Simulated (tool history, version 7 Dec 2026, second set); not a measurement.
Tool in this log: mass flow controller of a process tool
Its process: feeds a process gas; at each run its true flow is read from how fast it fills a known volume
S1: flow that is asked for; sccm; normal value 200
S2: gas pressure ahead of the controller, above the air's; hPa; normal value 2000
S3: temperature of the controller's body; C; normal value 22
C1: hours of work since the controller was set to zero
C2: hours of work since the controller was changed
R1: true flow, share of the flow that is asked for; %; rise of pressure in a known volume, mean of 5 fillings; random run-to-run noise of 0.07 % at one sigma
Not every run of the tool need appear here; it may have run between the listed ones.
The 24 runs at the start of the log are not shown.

{"run": 25, "hour": 8110.5, "S1": 93, "S2": 1720, "S3": 24, "C1": 394, "C2": 394, "R1": 98.23}
{"run": 26, "hour": 8495.7, "S1": 53, "S2": 2230, "S3": 32, "C1": 676, "C2": 676, "R1": 98.22}
{"run": 27, "hour": 8713.8, "S1": 169, "S2": 1410, "S3": 35, "C1": 835, "C2": 835, "R1": 99.89}
{"run": 28, "hour": 8988.2, "S1": 200, "S2": 1710, "S3": 22, "C1": 1035, "C2": 1035, "R1": 98.78}
{"run": 29, "hour": 9369.1, "S1": 200, "S2": 1710, "S3": 22, "C1": 1313, "C2": 1313, "R1": 98.8}
{"run": 30, "hour": 9784.4, "S1": 200, "S2": 1710, "S3": 22, "C1": 1616, "C2": 1616, "R1": 98.86}
{"run": 31, "hour": 10199.1, "S1": 200, "S2": 1710, "S3": 22, "C1": 1918, "C2": 1918, "R1": 99.09}
{"run": 32, "hour": 10590.3, "S1": 200, "S2": 1710, "S3": 22, "C1": 2204, "C2": 2204, "R1": 99.09}
{"run": 33, "hour": 11052.9, "S1": 200, "S2": 2000, "S3": 21, "C1": 2541, "C2": 2541, "R1": 98.97}
{"run": 34, "hour": 11253.7, "S1": 200, "S2": 2000, "S3": 21, "C1": 2688, "C2": 2688, "R1": 99.06}
{"run": 35, "hour": 11590.3, "S1": 200, "S2": 1510, "S3": 23, "C1": 2934, "C2": 2934, "R1": 99.21}
{"run": 36, "hour": 11955.4, "S1": 200, "S2": 1510, "S3": 23, "C1": 3200, "C2": 3200, "R1": 99.17}
{"run": 37, "hour": 12368.3, "S1": 221, "S2": 1600, "S3": 22, "C1": 3501, "C2": 3501, "R1": 99.52}
{"run": 38, "hour": 12774.8, "S1": 57, "S2": 1820, "S3": 34, "C1": 3798, "C2": 3798, "R1": 94.71}
{"run": 39, "hour": 13006.8, "S1": 88, "S2": 2210, "S3": 30, "C1": 3967, "C2": 3967, "R1": 97.12}
{"run": 40, "hour": 13331.9, "S1": 416, "S2": 1480, "S3": 25, "C1": 4204, "C2": 4204, "R1": 101.58}
{"run": 41, "hour": 13549.0, "S1": 416, "S2": 1480, "S3": 25, "C1": 4363, "C2": 4363, "R1": 101.59}
{"run": 42, "hour": 13909.9, "S1": 200, "S2": 2400, "S3": 35, "C1": 4626, "C2": 4626, "R1": 101.16}
{"hour": 14019.9, "done": "controller's zero set anew"}
{"run": 43, "hour": 14167.2, "S1": 200, "S2": 2400, "S3": 35, "C1": 108, "C2": 4814, "R1": 103.75}
{"run": 44, "hour": 14629.9, "S1": 95, "S2": 2030, "S3": 29, "C1": 445, "C2": 5151, "R1": 102.43}
{"hour": 15110.5, "done": "controller exchanged for a calibrated one"}
{"run": 45, "hour": 15110.5, "S1": 95, "S2": 2030, "S3": 29, "C1": 0, "C2": 0, "R1": 99.34}
{"run": 46, "hour": 15591.2, "S1": 95, "S2": 2030, "S3": 29, "C1": 351, "C2": 351, "R1": 99.12}
{"run": 47, "hour": 16005.4, "S1": 200, "S2": 2670, "S3": 22, "C1": 653, "C2": 653, "R1": 99.24}

Predict each of these 4 candidate next runs independently; none follows another, all start after run 47:
{"run": "A", "hour": 16303.4, "S1": 439, "S2": 2670, "S3": 34, "C1": 870, "C2": 870, "R1": "?"}
{"run": "B", "hour": 16303.4, "S1": 200, "S2": 2000, "S3": 28, "C1": 870, "C2": 870, "R1": "?"}
{"run": "C", "hour": 16303.4, "S1": 200, "S2": 2000, "S3": 32, "C1": 870, "C2": 870, "R1": "?"}
{"run": "D", "hour": 16303.4, "S1": 58, "S2": 2670, "S3": 22, "C1": 870, "C2": 870, "R1": "?"}

run=A R1=101.48
run=B R1=99.66
run=C R1=100.12
run=D R1=97.55
Without the tool's hidden state the same runs would have given:
run=A R1=100.95
run=B R1=99.4
run=C R1=99.86
run=D R1=98.52
